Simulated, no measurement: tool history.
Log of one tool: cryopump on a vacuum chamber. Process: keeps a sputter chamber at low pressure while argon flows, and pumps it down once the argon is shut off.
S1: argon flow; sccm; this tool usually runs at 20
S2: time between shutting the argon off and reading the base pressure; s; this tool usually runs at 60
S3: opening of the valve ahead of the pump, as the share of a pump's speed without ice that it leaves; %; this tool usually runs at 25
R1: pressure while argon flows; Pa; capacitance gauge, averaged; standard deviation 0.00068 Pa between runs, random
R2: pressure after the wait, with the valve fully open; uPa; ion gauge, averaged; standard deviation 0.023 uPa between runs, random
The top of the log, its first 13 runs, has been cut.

run    hour  S1   S2  S3      R1    R2
 14   548.6  20   51  25  0.1172  0.93
 15   604.5  20   51  25  0.1182  0.92
 16   655.8  20   51  25  0.1185  0.96
 17   719.9  20   51  25  0.1186  0.97
 18   751.3  20   51  25  0.1189  0.99
 19   787.1  20   60  24  0.1246  0.89
 20   848.8  29  153  43  0.1046  0.63
 21   887.6  29  153  43  0.1045  0.64
 22   946.8  20   60  16  0.1859  0.92
 23   984.1  17   60  45  0.0592  0.93
 24  1026.9  10   89  45  0.0348  0.77
     1044.4  -- pump warmed up, emptied and cooled again
 25  1074.4  10   89  45  0.0330  0.75
 26  1134.9  12   91  41  0.0425  0.67
 27  1169.7  20  131  25  0.1152  0.66
 28  1221.1  19   60  33  0.0843  0.88
 29  1267.6  15   45  41  0.0545  1.02
 30  1334.2  15   95  41  0.0546  0.77
 31  1382.5  31   95  35  0.1296  0.78
 32  1414.1  11   60  49  0.0333  0.95
 33  1471.4  11  195  49  0.0334  0.64
 34  1506.5  34  203  34  0.1486  0.62

Alternative continuations, all from the tool just after run 34; predict every row:
  A  1547.4  20  60  24   ?   ?
  B  1547.4  21  22  16   ?   ?
  C  1547.4  20  82  25   ?   ?

run      R1    R2
  A  0.1214  1.01
  B  0.1910  1.71
  C  0.1175  0.84
Without the tool's hidden state the same runs would have given:
run      R1    R2
  A  0.1177  0.73
  B  0.1871  1.44
  C  0.1138  0.57

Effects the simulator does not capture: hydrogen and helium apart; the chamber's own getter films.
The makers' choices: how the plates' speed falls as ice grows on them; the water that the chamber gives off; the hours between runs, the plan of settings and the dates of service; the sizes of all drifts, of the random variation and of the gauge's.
